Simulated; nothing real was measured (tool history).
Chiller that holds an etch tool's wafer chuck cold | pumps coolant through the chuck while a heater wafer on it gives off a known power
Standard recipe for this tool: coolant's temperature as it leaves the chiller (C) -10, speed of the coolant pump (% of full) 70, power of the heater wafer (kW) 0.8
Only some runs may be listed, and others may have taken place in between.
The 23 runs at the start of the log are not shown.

| run | hour | coolant's temperature as it leaves the chiller (C) | speed of the coolant pump (% of full) | power of the heater wafer (kW) | hours since the coolant was changed and the channels were flushed | hours since the pump was overhauled | hours since the chiller's thermometer was calibrated | chuck's temperature once it has settled (C) | how much warmer the coolant comes back (C) |
|---|---|---|---|---|---|---|---|---|---|
| 24 | 1726.8 | -15 | 70 | 0.8 | 4318 | 3854 | 2162 | -7 | 4.08 |
| 25 | 1788.4 | -10 | 70 | 0.436 | 4379 | 3915 | 2224 | -5.7 | 2.21 |
| 26 | 1838.1 | -15 | 90 | 0.452 | 4429 | 3965 | 2273 | -11.9 | 1.8 |
| 27 | 1914.3 | -10 | 73 | 0.8 | 4505 | 4041 | 2350 | -2.2 | 3.92 |
| 28 | 2006.9 | -14 | 70 | 0.517 | 4598 | 4134 | 2442 | -9 | 2.61 |
| 29 | 2058.6 | -14 | 70 | 0.554 | 4650 | 4185 | 2494 | -8.5 | 2.86 |
| 30 | 2169.9 | -14 | 70 | 0.554 | 4761 | 4297 | 2605 | -8.4 | 2.85 |
| 31 | 2262.9 | -14 | 70 | 0.556 | 4854 | 4390 | 2698 | -8.4 | 2.9 |

4 ways to go on from here, each from the tool as it stands after run 31. What would each give?
| A | 2359 | -10 | 70 | 0.66 | 4950 | 4486 | 2794 | ? | ? |
| B | 2359 | -10 | 70 | 0.754 | 4950 | 4486 | 2794 | ? | ? |
| C | 2359 | -14 | 81 | 0.869 | 4950 | 4486 | 2794 | ? | ? |
| D | 2359 | -2 | 98 | 0.611 | 4950 | 4486 | 2794 | ? | ? |

| run | chuck's temperature once it has settled (C) | how much warmer the coolant comes back (C) |
|---|---|---|
| A | -3.2 | 3.41 |
| B | -2.4 | 3.81 |
| C | -6.3 | 3.73 |
| D | 2.3 | 2.18 |
Without the tool's hidden state the same runs would have given:
| run | chuck's temperature once it has settled (C) | how much warmer the coolant comes back (C) |
|---|---|---|
| A | -4.1 | 3.18 |
| B | -3.4 | 3.55 |
| C | -7.4 | 3.47 |
| D | 1.8 | 2.03 |
